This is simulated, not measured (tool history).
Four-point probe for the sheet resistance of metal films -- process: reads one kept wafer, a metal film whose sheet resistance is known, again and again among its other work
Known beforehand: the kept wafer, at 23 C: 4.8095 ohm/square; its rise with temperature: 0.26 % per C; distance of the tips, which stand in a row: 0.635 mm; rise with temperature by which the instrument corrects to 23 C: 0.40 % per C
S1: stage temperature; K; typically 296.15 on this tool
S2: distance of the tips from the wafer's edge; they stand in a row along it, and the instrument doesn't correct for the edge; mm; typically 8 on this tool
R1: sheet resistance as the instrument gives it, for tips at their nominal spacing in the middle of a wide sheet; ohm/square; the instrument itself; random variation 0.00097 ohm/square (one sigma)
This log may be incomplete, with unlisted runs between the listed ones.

| run | day | S1 | S2 | R1 |
|---|---|---|---|---|
| 1 | 0 | 296.15 | 8 | 4.826522 |
| 2 | 2.55 | 296.15 | 8 | 4.826829 |
| 3 | 4.704 | 296.15 | 8 | 4.8263 |
| 4 | 6.588 | 296.15 | 28 | 4.811564 |
| 5 | 8.521 | 296.15 | 28 | 4.811629 |
| 6 | 10.212 | 297.15 | 28 | 4.805532 |
| 7 | 11.85 | 296.15 | 8 | 4.824969 |
| 8 | 13.671 | 296.15 | 8 | 4.826259 |
| 9 | 15.504 | 296.15 | 8 | 4.826793 |
| 10 | 17.704 | 296.15 | 8 | 4.824881 |
| 11 | 20.271 | 296.15 | 8 | 4.826151 |
| 12 | 21.388 | 298.15 | 8 | 4.813025 |
| 13 | 23.621 | 296.15 | 10 | 4.82187 |
| 14 | 25.688 | 296.15 | 10 | 4.820592 |
| 15 | 27.096 | 296.15 | 10 | 4.821375 |
| 16 | 29.471 | 296.15 | 10 | 4.819569 |
| 17 | 31.862 | 296.15 | 10 | 4.818929 |
| 18 | 34.179 | 296.15 | 10 | 4.821332 |
| 19 | 35.925 | 296.15 | 10 | 4.82111 |
| 20 | 38.112 | 296.15 | 10 | 4.820618 |
|  | 38.633 | new probe head fitted |
| 21 | 39.488 | 296.15 | 10 | 4.820412 |
| 22 | 41.925 | 296.15 | 10 | 4.819004 |
| 23 | 44.308 | 296.15 | 56 | 4.809945 |
| 24 | 45.558 | 304.15 | 5 | 4.795488 |
| 25 | 46.904 | 299.15 | 12 | 4.798523 |
| 26 | 49.121 | 299.15 | 4 | 4.851633 |
| 27 | 51.642 | 292.15 | 5 | 4.88134 |

What does the tool deliver on the next run?
| 28 | 53.617 | 294.15 | 11 | ? |

R1: 4.831835 ohm/square
Minus the tool's unlogged condition, the same run would have read R1 4.831597 ohm/square.

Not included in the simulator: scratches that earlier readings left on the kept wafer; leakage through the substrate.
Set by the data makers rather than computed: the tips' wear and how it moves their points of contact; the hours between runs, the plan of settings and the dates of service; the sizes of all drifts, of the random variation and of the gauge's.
